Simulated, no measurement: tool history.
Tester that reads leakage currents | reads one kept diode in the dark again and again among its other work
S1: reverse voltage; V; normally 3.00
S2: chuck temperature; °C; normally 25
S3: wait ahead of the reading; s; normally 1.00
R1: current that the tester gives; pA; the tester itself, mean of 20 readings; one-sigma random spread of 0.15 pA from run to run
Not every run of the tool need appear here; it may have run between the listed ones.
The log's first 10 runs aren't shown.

run      day     S1  S2    S3      R1
 11   49.075  12.84  25  1.00  108.03
 12   54.133   3.00  25  1.00   54.74
      57.683  -- probe card cleaned and baked
 13   58.471   3.00  25  1.00   48.22
 14   61.842   3.00  25  1.00   48.37
 15   64.600   3.00  26  1.00   52.45
 16   67.362   3.98  25  1.00   53.17
 17   70.638   3.00  23  1.00   42.00
 18   74.100   3.00  23  1.00   41.87
 19   79.238   7.47  33  2.98  122.67
 20   83.838  16.02  51  7.88  574.78
 21   90.071   1.46  48  9.21  217.12
 22   93.771   1.46  48  9.21  218.28
 23   97.092   3.00  54  4.23  417.90
 24  103.479  11.22  32  7.30  134.22
 25  108.758  11.22  32  7.30  135.62
 26  114.317   3.28  25  1.00   53.44
 27  120.342   3.28  25  1.00   53.29
 28  124.658   3.28  25  1.00   54.04
 29  128.392   3.00  31  1.00   82.93
 30  133.583   3.21  59  4.26  607.94
 31  139.221   3.21  59  1.32  608.37
 32  143.250   3.21  59  1.32  611.06
 33  149.196   6.31  37  4.04  168.08

What if the next run were any one of these 4? Each begins from the tool's condition after run 33:
  A  153.329   2.49  37  6.10   ?
  B  153.329   1.17  37  4.04   ?
  C  153.329   1.29  37  4.04   ?
  D  153.329  13.36  39  0.52   ?

run      R1
  A  122.51
  B   95.99
  C   99.09
  D  260.11
Take away the tool's hidden state, keep each run's random variation, and the runs would have read:
run      R1
  A  108.31
  B   85.57
  C   88.24
  D  223.67
